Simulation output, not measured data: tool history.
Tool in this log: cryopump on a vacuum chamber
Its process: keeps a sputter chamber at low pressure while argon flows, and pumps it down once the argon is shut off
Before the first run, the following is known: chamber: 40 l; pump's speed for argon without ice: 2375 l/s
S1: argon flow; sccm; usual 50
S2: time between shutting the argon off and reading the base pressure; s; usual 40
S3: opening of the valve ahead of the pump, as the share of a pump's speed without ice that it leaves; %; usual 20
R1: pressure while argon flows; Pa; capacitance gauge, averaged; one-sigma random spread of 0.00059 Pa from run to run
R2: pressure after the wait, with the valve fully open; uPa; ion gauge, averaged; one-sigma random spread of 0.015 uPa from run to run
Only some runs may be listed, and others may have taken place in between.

run	hour	S1	S2	S3	R1	R2
1	0	50	40	20	0.1839	0.87
2	55.6	50	40	20	0.1838	0.9
3	99	50	40	20	0.1853	0.89
4	186.4	50	40	20	0.1862	0.9
5	235.9	50	40	20	0.1859	0.92
6	331.1	50	40	20	0.1849	0.92
# hour 354.4: pump warmed up, emptied and cooled again
7	411.2	50	40	20	0.1787	0.89
8	490	50	40	20	0.1797	0.9
9	530.1	50	40	20	0.1793	0.9
10	604.3	50	40	20	0.1789	0.91
11	646.1	50	40	20	0.1801	0.9
12	714.6	39	119	40	0.0709	0.44
13	772	28	87	40	0.0511	0.55
14	827.7	89	262	27	0.2395	0.35
15	901.6	71	204	35	0.1486	0.36
16	981.6	71	204	35	0.1483	0.38
17	1025.8	45	40	20	0.1629	0.92
18	1070.8	45	40	20	0.1646	0.97
19	1113	100	129	20	0.3611	0.47
20	1177.6	100	129	18	0.4031	0.5
21	1273.1	100	70	49	0.1535	0.67

5 ways to go on from here, each from the tool as it stands after run 21. What would each give?
A	1314.5	57	123	23	?	?
B	1314.5	24	40	37	?	?
C	1314.5	58	113	56	?	?
D	1314.5	72	23	16	?	?
E	1314.5	65	183	20	?	?

run	R1	R2
A	0.1812	0.52
B	0.0481	1
C	0.0787	0.55
D	0.3282	1.5
E	0.2361	0.43
Take away the tool's hidden state, keep each run's random variation, and the runs would have read:
run	R1	R2
A	0.1763	0.37
B	0.046	0.84
C	0.0737	0.39
D	0.3219	1.34
E	0.2305	0.27
